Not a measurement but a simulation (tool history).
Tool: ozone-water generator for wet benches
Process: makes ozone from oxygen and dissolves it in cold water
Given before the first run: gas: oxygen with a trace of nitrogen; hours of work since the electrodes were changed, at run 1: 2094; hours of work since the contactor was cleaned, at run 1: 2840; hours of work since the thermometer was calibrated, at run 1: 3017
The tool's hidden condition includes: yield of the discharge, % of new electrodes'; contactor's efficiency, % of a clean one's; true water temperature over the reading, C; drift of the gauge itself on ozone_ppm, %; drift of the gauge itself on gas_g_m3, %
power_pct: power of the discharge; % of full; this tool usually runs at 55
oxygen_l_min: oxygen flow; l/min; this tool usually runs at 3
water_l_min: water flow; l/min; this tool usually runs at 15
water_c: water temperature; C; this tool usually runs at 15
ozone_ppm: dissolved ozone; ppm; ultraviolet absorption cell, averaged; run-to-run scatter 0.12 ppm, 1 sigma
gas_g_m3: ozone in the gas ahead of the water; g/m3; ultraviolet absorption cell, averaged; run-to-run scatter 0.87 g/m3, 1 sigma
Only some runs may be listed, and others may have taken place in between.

run,hour,power_pct,oxygen_l_min,water_l_min,water_c,hours of work since the electrodes were changed,hours of work since the contactor was cleaned,hours of work since the thermometer was calibrated,ozone_ppm,gas_g_m3
1,0,55,3,15,15,2094,2840,3017,10.7,141.8
2,56.2,55,3,15,15,2137,2883,3059,11,141.6
3,97,55,3,15,15,2167,2913,3090,10.9,140.2
4,128.7,55,3,15,15,2191,2937,3114,10.8,143
5,196.7,55,3,15,15,2242,2988,3165,10.8,140.8
6,244.3,55,3,15,15,2278,3024,3201,10.8,140
7,275.8,55,3,15,15,2302,3048,3225,10.8,142.1
8,308.9,55,3,16,15,2327,3073,3250,10.2,140.9
9,378.5,55,3,16,8,2379,3125,3302,11,141.7
10,440.3,55,3,16,8,2426,3172,3349,10.8,140.4
11,484.6,55,3,16,8,2459,3205,3382,10.9,142.6
12,531.1,55,3,16,8,2494,3240,3417,10.9,139.4
13,578.2,55,3,15,15,2530,3276,3452,10.6,139.9
14,623.7,55,3,15,15,2564,3310,3487,10.8,141.2
15,659.5,55,3,15,15,2591,3337,3514,10.9,140.6
16,709.5,55,3,15,15,2629,3375,3551,10.7,140.4
# hour 718: contactor cleaned
17,769.8,55,3,15,15,2671,39,3594,10.7,138.6
18,802,55,3,15,15,2695,63,3618,10.9,138.8
19,870.6,55,2.6,15,15,2747,115,3670,10.6,155
# hour 883.9: contactor cleaned, once more
20,921.6,55,2.6,15,15,2783,28,3705,11,153.8
21,952.2,55,2.54,10,9,2806,51,3728,16.6,157.1
22,982.3,47,3,15,15,2828,74,3751,10,126.5
23,1015.7,42,3,20,15,2853,99,3776,7,120.1
24,1070.8,42,4.01,20,12,2895,141,3817,7.4,98.2
25,1136.9,68,2.36,16,21,2945,191,3867,10.8,185.6
26,1171.5,68,2.36,23,20,2971,217,3893,7.9,187.5
27,1236.6,68,2.36,9,20,3020,266,3942,17.6,187.1
28,1308.7,68,2.36,9,20,3074,320,3997,17.7,186
29,1350.3,68,2.36,13,11,3106,351,4028,14.6,186.1
30,1405.1,68,2.36,9,9,3147,393,4069,20.3,187.4
31,1468.8,68,2.36,9,9,3195,441,4117,20.1,186
32,1516.6,42,3.36,15,15,3231,477,4153,9.1,109.1
33,1570.8,42,3.36,15,15,3272,517,4194,9.1,111.5

For each run, the measured value with the value that run would have given without the tool's hidden condition subtracted. The run-to-run variation is shared by both, the gauge scatter possibly not:
run,ozone_ppm,gas_g_m3
1,-0.4,-2.2
2,-0.5,-2.4
3,-0.5,-2.3
4,-0.4,-2.4
5,-0.5,-2.5
6,-0.5,-2.5
7,-0.5,-2.6
8,-0.5,-2.6
9,-0.5,-2.6
10,-0.5,-2.7
11,-0.6,-2.8
12,-0.5,-2.8
13,-0.6,-2.9
14,-0.6,-3
15,-0.6,-2.9
16,-0.5,-3
17,-0.6,-3.1
18,-0.6,-3.1
19,-0.6,-3.6
20,-0.3,-3.5
21,-0.5,-3.7
22,-0.3,-2.7
23,-0.2,-2.3
24,-0.2,-1.9
25,-0.4,-5.3
26,-0.4,-5.4
27,-0.7,-5.5
28,-0.8,-5.6
29,-0.7,-5.7
30,-0.8,-5.8
31,-0.9,-5.9
32,-0.4,-2.5
33,-0.4,-2.6

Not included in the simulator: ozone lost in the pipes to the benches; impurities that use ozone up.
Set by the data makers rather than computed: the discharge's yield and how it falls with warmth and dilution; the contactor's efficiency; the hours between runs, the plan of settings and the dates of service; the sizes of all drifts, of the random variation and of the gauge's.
